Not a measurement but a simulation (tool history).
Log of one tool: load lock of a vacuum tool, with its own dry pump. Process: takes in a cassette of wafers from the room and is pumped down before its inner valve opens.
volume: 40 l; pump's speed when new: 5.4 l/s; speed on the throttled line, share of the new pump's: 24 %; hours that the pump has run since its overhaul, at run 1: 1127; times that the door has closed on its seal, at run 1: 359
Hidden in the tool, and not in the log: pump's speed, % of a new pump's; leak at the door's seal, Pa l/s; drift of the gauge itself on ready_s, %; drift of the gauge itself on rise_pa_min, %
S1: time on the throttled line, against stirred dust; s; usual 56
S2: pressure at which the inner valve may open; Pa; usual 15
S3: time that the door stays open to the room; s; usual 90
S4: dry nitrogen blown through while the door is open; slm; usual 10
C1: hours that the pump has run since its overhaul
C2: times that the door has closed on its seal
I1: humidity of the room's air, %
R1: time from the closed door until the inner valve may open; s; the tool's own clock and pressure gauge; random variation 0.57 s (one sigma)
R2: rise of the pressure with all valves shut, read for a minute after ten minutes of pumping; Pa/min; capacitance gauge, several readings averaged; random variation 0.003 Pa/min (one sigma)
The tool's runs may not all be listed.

run 1 day=0.000 | S1=56 S2=15 S3=90 S4=10 | C1=1127 C2=359 | I1=45.6 | R1=108.7 R2=0.041
run 2 day=6.954 | S1=56 S2=15 S3=90 S4=10 | C1=1294 C2=623 | I1=44.3 | R1=108.6 R2=0.042
run 3 day=10.729 | S1=56 S2=15 S3=90 S4=10 | C1=1385 C2=767 | I1=44.8 | R1=108.4 R2=0.041
run 4 day=16.567 | S1=56 S2=15 S3=90 S4=10 | C1=1525 C2=990 | I1=46.7 | R1=109.5 R2=0.042
run 5 day=21.829 | S1=56 S2=15 S3=90 S4=10 | C1=1651 C2=1190 | I1=44.6 | R1=108.4 R2=0.043
run 6 day=27.521 | S1=56 S2=10 S3=90 S4=10 | C1=1788 C2=1407 | I1=48.2 | R1=111.5 R2=0.037
run 7 day=31.642 | S1=56 S2=15 S3=90 S4=10 | C1=1887 C2=1564 | I1=47.3 | R1=109.2 R2=0.045
run 8 day=39.767 | S1=56 S2=15 S3=90 S4=10 | C1=2082 C2=1873 | I1=43.1 | R1=110.0 R2=0.035
run 9 day=46.433 | S1=56 S2=15 S3=90 S4=10 | C1=2242 C2=2127 | I1=43.7 | R1=111.1 R2=0.046
run 10 day=52.029 | S1=101 S2=13 S3=145 S4=13 | C1=2376 C2=2341 | I1=40.2 | R1=143.5 R2=0.038
run 11 day=60.292 | S1=101 S2=13 S3=145 S4=13 | C1=2574 C2=2655 | I1=46.5 | R1=145.6 R2=0.043
run 12 day=68.104 | S1=84 S2=15 S3=34 S4=10 | C1=2762 C2=2953 | I1=44.6 | R1=131.5 R2=0.031
run 13 day=72.588 | S1=63 S2=15 S3=197 S4=19 | C1=2869 C2=3124 | I1=46.6 | R1=115.5 R2=0.035
run 14 day=79.442 | S1=63 S2=15 S3=197 S4=19 | C1=3034 C2=3385 | I1=47.5 | R1=115.5 R2=0.039
run 15 day=85.129 | S1=63 S2=15 S3=197 S4=19 | C1=3170 C2=3601 | I1=45.4 | R1=115.5 R2=0.038
run 16 day=90.133 | S1=63 S2=15 S3=64 S4=19 | C1=3290 C2=3792 | I1=45.0 | R1=116.2 R2=0.031
run 17 day=93.962 | S1=30 S2=15 S3=126 S4=8 | C1=3382 C2=3938 | I1=45.3 | R1=91.8 R2=0.060
run 18 day=102.229 | S1=32 S2=27 S3=53 S4=10 | C1=3581 C2=4253 | I1=49.4 | R1=87.7 R2=0.043

Hidden state or all else? Some run-to-run changes of R1, split into what the settings, what came in and random variation would give without the hidden state, and what is left for the hidden state (with any gauge scatter that isn't in both results):
Run 9 -> 10: S1 56 -> 101, S2 15 -> 13, S3 90 -> 145, S4 10 -> 13. R1 +32.4 s: hidden state -0.2, all else +32.6.
Run 16 -> 17: S1 63 -> 30, S3 64 -> 126, S4 19 -> 8. R1 -24.4 s: hidden state +0.6, all else -25.0.
